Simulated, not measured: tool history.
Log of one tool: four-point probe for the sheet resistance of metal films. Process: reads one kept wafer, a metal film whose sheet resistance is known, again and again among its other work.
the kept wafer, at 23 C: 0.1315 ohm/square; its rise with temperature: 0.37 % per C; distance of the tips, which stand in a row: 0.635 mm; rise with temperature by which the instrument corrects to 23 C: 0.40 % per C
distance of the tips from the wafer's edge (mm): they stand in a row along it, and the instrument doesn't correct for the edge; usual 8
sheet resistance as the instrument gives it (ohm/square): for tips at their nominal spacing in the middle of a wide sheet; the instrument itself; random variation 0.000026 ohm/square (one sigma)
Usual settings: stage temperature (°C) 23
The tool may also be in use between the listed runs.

run,day,stage temperature (°C),distance of the tips from the wafer's edge (mm),sheet resistance as the instrument gives it (ohm/square)
1,0,23,8,0.131996
2,1.525,23,8,0.131996
3,3.012,23,8,0.131986
4,3.946,23,8,0.131997
5,5.121,23,8,0.131964
6,6.054,23,8,0.131963
7,7.417,18,8,0.132147
8,8.712,18,8,0.132177
9,9.842,19,8,0.132094
10,10.65,19,8,0.132125
11,12.029,24,8,0.131852
12,13.35,24,8,0.131907
13,14.296,23,8,0.131928
14,15.633,23,8,0.131883
15,17.133,23,8,0.131926
16,17.917,23,31,0.131477
17,18.608,23,31,0.131516
18,20.121,23,31,0.131519

Run 19 comes next. What will it give?
19,21.596,30,8,?

{"run 19": {"sheet resistance as the instrument gives it (ohm/square)": 0.131567}}
Without the tool's hidden state the same run would have given sheet resistance as the instrument gives it (ohm/square) 0.13162.

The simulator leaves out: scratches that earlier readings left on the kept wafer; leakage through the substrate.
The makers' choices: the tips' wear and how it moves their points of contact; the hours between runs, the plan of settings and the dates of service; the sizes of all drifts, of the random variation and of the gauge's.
